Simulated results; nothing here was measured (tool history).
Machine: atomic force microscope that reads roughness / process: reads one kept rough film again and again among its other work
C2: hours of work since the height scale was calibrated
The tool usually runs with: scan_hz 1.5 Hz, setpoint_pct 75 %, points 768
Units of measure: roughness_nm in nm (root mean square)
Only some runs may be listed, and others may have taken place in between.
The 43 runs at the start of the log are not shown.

run 44 hour=457.8 | scan_hz=1 setpoint_pct=66 points=772 | pictures_with_this_tip=38 C2=55 | roughness_nm=2.633
run 45 hour=463.8 | scan_hz=1.64 setpoint_pct=79 points=897 | pictures_with_this_tip=49 C2=59 | roughness_nm=2.354
run 46 hour=470.8 | scan_hz=3.03 setpoint_pct=59 points=737 | pictures_with_this_tip=61 C2=65 | roughness_nm=2.238
run 47 hour=483 | scan_hz=2.53 setpoint_pct=57 points=476 | pictures_with_this_tip=83 C2=74 | roughness_nm=2.021
run 48 hour=497.3 | scan_hz=2.53 setpoint_pct=57 points=476 | pictures_with_this_tip=109 C2=85 | roughness_nm=1.762
run 49 hour=507.8 | scan_hz=1.29 setpoint_pct=75 points=768 | pictures_with_this_tip=128 C2=94 | roughness_nm=1.64
run 50 hour=521.8 | scan_hz=0.86 setpoint_pct=82 points=347 | pictures_with_this_tip=154 C2=105 | roughness_nm=1.447
-- hour=524.3 new tip fitted
run 51 hour=531.5 | scan_hz=0.86 setpoint_pct=82 points=347 | pictures_with_this_tip=13 C2=112 | roughness_nm=3.064
run 52 hour=543.7 | scan_hz=0.86 setpoint_pct=72 points=347 | pictures_with_this_tip=35 C2=121 | roughness_nm=2.652

Each row is a separate what-if for the run after 52, all from the same tool condition, not one after another. Results?
run A hour=551.1 | scan_hz=0.65 setpoint_pct=75 points=768 | pictures_with_this_tip=49 C2=127 | roughness_nm=?
run B hour=551.1 | scan_hz=0.86 setpoint_pct=76 points=347 | pictures_with_this_tip=49 C2=127 | roughness_nm=?
run C hour=551.1 | scan_hz=1.5 setpoint_pct=67 points=667 | pictures_with_this_tip=49 C2=127 | roughness_nm=?

run=A roughness_nm=2.456
run=B roughness_nm=2.414
run=C roughness_nm=2.46
Had the tool no hidden state, the same runs would have come out as:
run=A roughness_nm=3.475
run=B roughness_nm=3.412
run=C roughness_nm=3.475
